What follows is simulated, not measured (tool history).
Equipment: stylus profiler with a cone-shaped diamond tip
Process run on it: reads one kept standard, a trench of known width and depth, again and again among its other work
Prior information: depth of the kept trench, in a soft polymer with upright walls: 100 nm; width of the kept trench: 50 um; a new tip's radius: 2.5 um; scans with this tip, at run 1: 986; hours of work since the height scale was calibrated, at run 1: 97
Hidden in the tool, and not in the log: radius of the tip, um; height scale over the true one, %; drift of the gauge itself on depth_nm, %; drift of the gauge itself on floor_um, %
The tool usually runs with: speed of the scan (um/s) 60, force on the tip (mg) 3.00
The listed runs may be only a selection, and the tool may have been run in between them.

| run | day | speed of the scan (um/s) | force on the tip (mg) | scans with this tip | hours of work since the height scale was calibrated | depth of the trench (Å) | width of the trench's floor (nm) |
|---|---|---|---|---|---|---|---|
| 1 | 0.000 | 60 | 3.00 | 986 | 97 | 1018.5 | 48500 |
| 2 | 0.608 | 60 | 3.00 | 1064 | 105 | 1017.4 | 48450 |
| 3 | 1.012 | 60 | 3.00 | 1115 | 110 | 1017.0 | 48490 |
| 4 | 1.775 | 60 | 3.00 | 1213 | 120 | 1018.8 | 48410 |
| 5 | 2.408 | 60 | 3.00 | 1294 | 128 | 1018.2 | 48420 |
| 6 | 3.150 | 60 | 3.00 | 1390 | 137 | 1016.6 | 48460 |
| 7 | 3.958 | 67 | 2.54 | 1493 | 147 | 1016.4 | 48440 |
| 8 | 4.700 | 74 | 2.16 | 1588 | 157 | 1015.5 | 48400 |
| 9 | 5.467 | 74 | 2.16 | 1686 | 166 | 1014.8 | 48370 |
| 10 | 6.275 | 167 | 3.55 | 1790 | 177 | 1020.4 | 48250 |
| 11 | 6.888 | 167 | 3.55 | 1868 | 184 | 1019.9 | 48250 |
| 12 | 7.350 | 167 | 3.55 | 1928 | 190 | 1020.3 | 48250 |

What if the next run were any one of these 4? Each begins from the tool's condition after run 12:
| A | 7.904 | 63 | 2.35 | 1998 | 197 | ? | ? |
| B | 7.904 | 182 | 5.32 | 1998 | 197 | ? | ? |
| C | 7.904 | 79 | 4.02 | 1998 | 197 | ? | ? |
| D | 7.904 | 66 | 4.43 | 1998 | 197 | ? | ? |

| run | depth of the trench (Å) | width of the trench's floor (nm) |
|---|---|---|
| A | 1015.3 | 48400 |
| B | 1025.2 | 48260 |
| C | 1022.4 | 48420 |
| D | 1022.9 | 48470 |
With no hidden state in the tool, these same runs would have given:
| run | depth of the trench (Å) | width of the trench's floor (nm) |
|---|---|---|
| A | 1014.0 | 48430 |
| B | 1023.9 | 48300 |
| C | 1021.1 | 48450 |
| D | 1021.7 | 48500 |
